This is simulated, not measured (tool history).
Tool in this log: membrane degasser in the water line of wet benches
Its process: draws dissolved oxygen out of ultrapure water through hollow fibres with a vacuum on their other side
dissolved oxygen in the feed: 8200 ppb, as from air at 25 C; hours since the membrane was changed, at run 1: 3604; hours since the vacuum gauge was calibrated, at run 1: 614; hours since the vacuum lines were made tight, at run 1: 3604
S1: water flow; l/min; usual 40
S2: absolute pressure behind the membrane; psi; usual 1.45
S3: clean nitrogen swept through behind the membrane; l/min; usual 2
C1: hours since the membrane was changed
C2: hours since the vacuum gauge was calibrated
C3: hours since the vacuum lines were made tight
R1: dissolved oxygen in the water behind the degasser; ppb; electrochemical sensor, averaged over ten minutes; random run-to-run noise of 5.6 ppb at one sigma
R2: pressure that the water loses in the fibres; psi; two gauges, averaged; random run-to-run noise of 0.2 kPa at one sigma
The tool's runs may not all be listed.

{"run": 1, "hour": 0.0, "S1": 40, "S2": 1.45, "S3": 2, "C1": 3604, "C2": 614, "C3": 3604, "R1": 603, "R2": 6.541}
{"run": 2, "hour": 92.7, "S1": 40, "S2": 1.45, "S3": 2, "C1": 3696, "C2": 707, "C3": 3696, "R1": 601.8, "R2": 6.54}
{"run": 3, "hour": 204.4, "S1": 40, "S2": 1.45, "S3": 0.89, "C1": 3808, "C2": 819, "C3": 3808, "R1": 853.4, "R2": 6.521}
{"run": 4, "hour": 300.2, "S1": 40, "S2": 1.45, "S3": 0.89, "C1": 3904, "C2": 915, "C3": 3904, "R1": 840.9, "R2": 6.572}
{"run": 5, "hour": 401.8, "S1": 40, "S2": 1.45, "S3": 0.89, "C1": 4006, "C2": 1016, "C3": 4006, "R1": 847.7, "R2": 6.479}
{"run": 6, "hour": 507.7, "S1": 40, "S2": 1, "S3": 2, "C1": 4111, "C2": 1122, "C3": 4111, "R1": 477.9, "R2": 6.577}
{"hour": 599.1, "done": "seals of the vacuum lines changed"}
{"run": 7, "hour": 678.6, "S1": 40, "S2": 1, "S3": 2, "C1": 4280, "C2": 1291, "C3": 80, "R1": 469.9, "R2": 6.586}
{"run": 8, "hour": 857.2, "S1": 40, "S2": 1, "S3": 2, "C1": 4459, "C2": 1470, "C3": 258, "R1": 471.4, "R2": 6.602}
{"run": 9, "hour": 950.0, "S1": 40, "S2": 1, "S3": 2, "C1": 4552, "C2": 1562, "C3": 351, "R1": 477.7, "R2": 6.602}
{"run": 10, "hour": 1108.0, "S1": 40, "S2": 1, "S3": 2, "C1": 4710, "C2": 1720, "C3": 509, "R1": 485.7, "R2": 6.557}
{"run": 11, "hour": 1247.1, "S1": 40, "S2": 1.45, "S3": 2, "C1": 4849, "C2": 1859, "C3": 648, "R1": 608.5, "R2": 6.617}
{"run": 12, "hour": 1366.5, "S1": 40, "S2": 1.45, "S3": 2, "C1": 4968, "C2": 1979, "C3": 767, "R1": 604.7, "R2": 6.647}
{"run": 13, "hour": 1495.6, "S1": 40, "S2": 1.45, "S3": 2, "C1": 5097, "C2": 2108, "C3": 897, "R1": 613.4, "R2": 6.633}
{"run": 14, "hour": 1625.0, "S1": 40, "S2": 1.45, "S3": 2, "C1": 5227, "C2": 2237, "C3": 1026, "R1": 605, "R2": 6.604}
{"run": 15, "hour": 1787.7, "S1": 40, "S2": 1.45, "S3": 2, "C1": 5390, "C2": 2400, "C3": 1189, "R1": 607.9, "R2": 6.66}
{"run": 16, "hour": 1871.4, "S1": 40, "S2": 1.45, "S3": 2, "C1": 5473, "C2": 2484, "C3": 1272, "R1": 605.8, "R2": 6.73}
{"run": 17, "hour": 1965.5, "S1": 40, "S2": 1.45, "S3": 2, "C1": 5567, "C2": 2578, "C3": 1366, "R1": 611, "R2": 6.628}
{"run": 18, "hour": 2129.5, "S1": 53, "S2": 1.45, "S3": 2, "C1": 5731, "C2": 2742, "C3": 1530, "R1": 829.8, "R2": 8.85}
{"run": 19, "hour": 2292.2, "S1": 35, "S2": 1.36, "S3": 1.32, "C1": 5894, "C2": 2905, "C3": 1693, "R1": 609.7, "R2": 5.78}
{"run": 20, "hour": 2410.9, "S1": 43, "S2": 1.03, "S3": 2, "C1": 6013, "C2": 3023, "C3": 1812, "R1": 557.5, "R2": 7.162}
{"run": 21, "hour": 2586.1, "S1": 46, "S2": 3.19, "S3": 2, "C1": 6188, "C2": 3199, "C3": 1987, "R1": 1208.7, "R2": 7.755}
{"run": 22, "hour": 2755.4, "S1": 52, "S2": 3.06, "S3": 4.13, "C1": 6357, "C2": 3368, "C3": 2156, "R1": 920.5, "R2": 8.731}
{"run": 23, "hour": 2858.3, "S1": 59, "S2": 1.52, "S3": 5.86, "C1": 6460, "C2": 3471, "C3": 2259, "R1": 717, "R2": 9.926}
{"run": 24, "hour": 2963.3, "S1": 36, "S2": 2.57, "S3": 0.83, "C1": 6565, "C2": 3576, "C3": 2364, "R1": 1336, "R2": 6.038}
{"run": 25, "hour": 3082.7, "S1": 36, "S2": 2.57, "S3": 0.83, "C1": 6684, "C2": 3695, "C3": 2484, "R1": 1351.2, "R2": 6.054}
{"run": 26, "hour": 3187.3, "S1": 27, "S2": 1.09, "S3": 4.71, "C1": 6789, "C2": 3800, "C3": 2588, "R1": 256.7, "R2": 4.576}
{"run": 27, "hour": 3288.3, "S1": 40, "S2": 1.26, "S3": 2, "C1": 6890, "C2": 3901, "C3": 2689, "R1": 576.9, "R2": 6.718}
{"run": 28, "hour": 3460.5, "S1": 48, "S2": 1.45, "S3": 0.97, "C1": 7062, "C2": 4073, "C3": 2861, "R1": 1023.5, "R2": 8.116}
{"run": 29, "hour": 3574.0, "S1": 64, "S2": 3.09, "S3": 4.18, "C1": 7176, "C2": 4186, "C3": 2975, "R1": 1143.3, "R2": 10.817}
{"run": 30, "hour": 3688.9, "S1": 64, "S2": 3.09, "S3": 4.18, "C1": 7291, "C2": 4301, "C3": 3090, "R1": 1150.2, "R2": 10.844}
{"run": 31, "hour": 3840.7, "S1": 40, "S2": 0.96, "S3": 4.18, "C1": 7443, "C2": 4453, "C3": 3242, "R1": 428.5, "R2": 6.831}
{"run": 32, "hour": 4020.1, "S1": 40, "S2": 0.96, "S3": 4.18, "C1": 7622, "C2": 4633, "C3": 3421, "R1": 429.8, "R2": 6.792}

Results per run with the tool's hidden condition removed, run-to-run variation unchanged:
Hidden state at play: membrane still open, %; true pressure behind the membrane over the reading, kPa; air that leaks in behind the membrane, l/min; drift of the gauge itself on oxygen_ppb, %; drift of the gauge itself on loss_of_pressure_kpa, %.
run=1 R1=569.8 R2=6.331
run=2 R1=567.7 R2=6.325
run=3 R1=820.6 R2=6.298
run=4 R1=807.6 R2=6.342
run=5 R1=813.1 R2=6.245
run=6 R1=439.4 R2=6.338
run=7 R1=431.2 R2=6.335
run=8 R1=430.8 R2=6.341
run=9 R1=435.6 R2=6.335
run=10 R1=441.4 R2=6.283
run=11 R1=564 R2=6.332
run=12 R1=559.3 R2=6.354
run=13 R1=566 R2=6.334
run=14 R1=557 R2=6.299
run=15 R1=558.1 R2=6.342
run=16 R1=555.3 R2=6.406
run=17 R1=559.2 R2=6.3
run=18 R1=761.8 R2=8.403
run=19 R1=559.8 R2=5.478
run=20 R1=494.4 R2=6.783
run=21 R1=1148.9 R2=7.336
run=22 R1=850.5 R2=8.244
run=23 R1=633.2 R2=9.364
run=24 R1=1284.9 R2=5.688
run=25 R1=1298.5 R2=5.699
run=26 R1=213.6 R2=4.306
run=27 R1=509.9 R2=6.312
run=28 R1=943.1 R2=7.617
run=29 R1=1051.2 R2=10.141
run=30 R1=1056 R2=10.156
run=31 R1=356.6 R2=6.392
run=32 R1=356.1 R2=6.344
